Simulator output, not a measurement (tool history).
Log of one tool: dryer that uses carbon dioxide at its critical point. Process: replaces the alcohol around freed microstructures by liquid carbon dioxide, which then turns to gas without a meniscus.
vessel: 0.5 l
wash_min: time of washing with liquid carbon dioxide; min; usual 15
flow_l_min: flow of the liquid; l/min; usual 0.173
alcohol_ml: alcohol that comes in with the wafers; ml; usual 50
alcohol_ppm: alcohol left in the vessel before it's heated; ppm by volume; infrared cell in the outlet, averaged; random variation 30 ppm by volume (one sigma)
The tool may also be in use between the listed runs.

Run 1, hour 0.0: usual settings. Result: alcohol_ppm 3183 ppm by volume.
Run 2, hour 11.3: usual settings. Result: alcohol_ppm 3187 ppm by volume.
Run 3, hour 24.1: usual settings. Result: alcohol_ppm 3319 ppm by volume.
Run 4, hour 39.9: usual settings. Result: alcohol_ppm 3432 ppm by volume.
Run 5, hour 55.3: usual settings. Result: alcohol_ppm 3419 ppm by volume.
At hour 69.2: inlet filter changed.
Run 6, hour 77.2: usual settings but alcohol_ml 71 ml. Result: alcohol_ppm 2867 ppm by volume.
Run 7, hour 101.7: usual settings but alcohol_ml 71 ml. Result: alcohol_ppm 3017 ppm by volume.
Run 8, hour 122.2: usual settings. Result: alcohol_ppm 2232 ppm by volume.
Run 9, hour 137.6: usual settings but wash_min 18 min. Result: alcohol_ppm 1053 ppm by volume.
Run 10, hour 155.0: usual settings but wash_min 18 min, alcohol_ml 21 ml. Result: alcohol_ppm 528 ppm by volume.
Run 11, hour 177.5: usual settings but wash_min 18 min, alcohol_ml 21 ml. Result: alcohol_ppm 521 ppm by volume.
Run 12, hour 194.9: usual settings but wash_min 18 min, alcohol_ml 21 ml. Result: alcohol_ppm 563 ppm by volume.
Run 13, hour 210.3: usual settings but wash_min 18 min, alcohol_ml 21 ml. Result: alcohol_ppm 554 ppm by volume.
Run 14, hour 228.1: usual settings but wash_min 18 min, alcohol_ml 21 ml. Result: alcohol_ppm 581 ppm by volume.
Run 15, hour 239.5: usual settings. Result: alcohol_ppm 2639 ppm by volume.
Run 16, hour 250.4: usual settings. Result: alcohol_ppm 2628 ppm by volume.
Run 17, hour 263.7: usual settings. Result: alcohol_ppm 2708 ppm by volume.
Run 18, hour 281.7: usual settings. Result: alcohol_ppm 2796 ppm by volume.
Run 19, hour 296.9: usual settings but wash_min 22 min. Result: alcohol_ppm 620 ppm by volume.
Run 20, hour 313.8: usual settings but wash_min 22 min, alcohol_ml 118 ml. Result: alcohol_ppm 1301 ppm by volume.
Run 21, hour 331.1: usual settings. Result: alcohol_ppm 2990 ppm by volume.
Run 22, hour 349.9: usual settings. Result: alcohol_ppm 3061 ppm by volume.
Run 23, hour 361.9: usual settings. Result: alcohol_ppm 3064 ppm by volume.
Run 24, hour 372.6: usual settings. Result: alcohol_ppm 3218 ppm by volume.
Run 25, hour 393.2: usual settings but wash_min 10 min. Result: alcohol_ppm 10261 ppm by volume.
Run 26, hour 413.1: usual settings but wash_min 18 min, flow_l_min 0.270 l/min, alcohol_ml 86 ml. Result: alcohol_ppm 429 ppm by volume.
Run 27, hour 434.5: usual settings but flow_l_min 0.133 l/min. Result: alcohol_ppm 7060 ppm by volume.
Run 28, hour 456.0: usual settings but flow_l_min 0.133 l/min. Result: alcohol_ppm 7271 ppm by volume.
Run 29, hour 467.1: usual settings but flow_l_min 0.138 l/min. Result: alcohol_ppm 6765 ppm by volume.
Run 30, hour 480.0: usual settings but flow_l_min 0.138 l/min. Result: alcohol_ppm 6734 ppm by volume.
Run 31, hour 496.7: usual settings but flow_l_min 0.138 l/min. Result: alcohol_ppm 6662 ppm by volume.
At hour 506.3: inlet filter changed.
Run 32, hour 514.7: usual settings but wash_min 9 min, flow_l_min 0.138 l/min, alcohol_ml 69 ml. Result: alcohol_ppm 21250 ppm by volume.
Run 33, hour 539.8: usual settings but wash_min 9 min, flow_l_min 0.138 l/min, alcohol_ml 69 ml. Result: alcohol_ppm 21409 ppm by volume.
Run 34, hour 557.3: usual settings. Result: alcohol_ppm 2253 ppm by volume.
Run 35, hour 581.2: usual settings but alcohol_ml 42 ml. Result: alcohol_ppm 1975 ppm by volume.
Run 36, hour 606.7: usual settings but wash_min 14 min, flow_l_min 0.254 l/min, alcohol_ml 35 ml. Result: alcohol_ppm 582 ppm by volume.
Run 37, hour 620.1: usual settings but wash_min 9 min, flow_l_min 0.120 l/min, alcohol_ml 21 ml. Result: alcohol_ppm 8702 ppm by volume.
Run 38, hour 642.7: usual settings but wash_min 18 min, alcohol_ml 90 ml. Result: alcohol_ppm 2219 ppm by volume.
Run 39, hour 659.3: usual settings but flow_l_min 0.153 l/min. Result: alcohol_ppm 3813 ppm by volume.
Run 40, hour 679.1: usual settings but wash_min 22 min, flow_l_min 0.207 l/min, alcohol_ml 49 ml. Result: alcohol_ppm 305 ppm by volume.
Run 41, hour 690.3: usual settings but flow_l_min 0.139 l/min, alcohol_ml 44 ml. Result: alcohol_ppm 4718 ppm by volume.
Run 42, hour 714.0: usual settings but flow_l_min 0.139 l/min, alcohol_ml 44 ml. Result: alcohol_ppm 4912 ppm by volume.
Run 43, hour 728.4: usual settings but flow_l_min 0.222 l/min. Result: alcohol_ppm 1224 ppm by volume.
Run 44, hour 750.1: usual settings but flow_l_min 0.222 l/min. Result: alcohol_ppm 1229 ppm by volume.
Run 45, hour 776.2: usual settings but flow_l_min 0.222 l/min. Result: alcohol_ppm 1300 ppm by volume.
Run 46, hour 793.2: usual settings but wash_min 12 min, flow_l_min 0.217 l/min. Result: alcohol_ppm 3170 ppm by volume.
Run 47, hour 819.3: usual settings but wash_min 11 min, flow_l_min 0.123 l/min, alcohol_ml 66 ml. Result: alcohol_ppm 20946 ppm by volume.

Hidden state or all else? Some run-to-run changes of alcohol_ppm, split into what the settings, what came in and random variation would give without the hidden state, and what is left for the hidden state (with any gauge scatter that isn't in both results):
The hidden state here: flow that reaches the vessel past the clogged filter, %; alcohol in the recycled carbon dioxide, ppm; drift of the gauge itself on alcohol_ppm, %.
Run 25 -> 26: wash_min 10 -> 18, flow_l_min 0.173 -> 0.270, alcohol_ml 50 -> 86. alcohol_ppm -9832 ppm by volume: hidden state -2513, all else -7319.
Run 31 -> 32: wash_min 15 -> 9, alcohol_ml 50 -> 69, inlet filter changed. alcohol_ppm +14588 ppm by volume: hidden state -2292, all else +16880.
Run 33 -> 34: wash_min 9 -> 15, flow_l_min 0.138 -> 0.173, alcohol_ml 69 -> 50. alcohol_ppm -19156 ppm by volume: hidden state -449, all else -18707.
Run 46 -> 47: wash_min 12 -> 11, flow_l_min 0.217 -> 0.123, alcohol_ml 50 -> 66. alcohol_ppm +17776 ppm by volume: hidden state +3465, all else +14311.
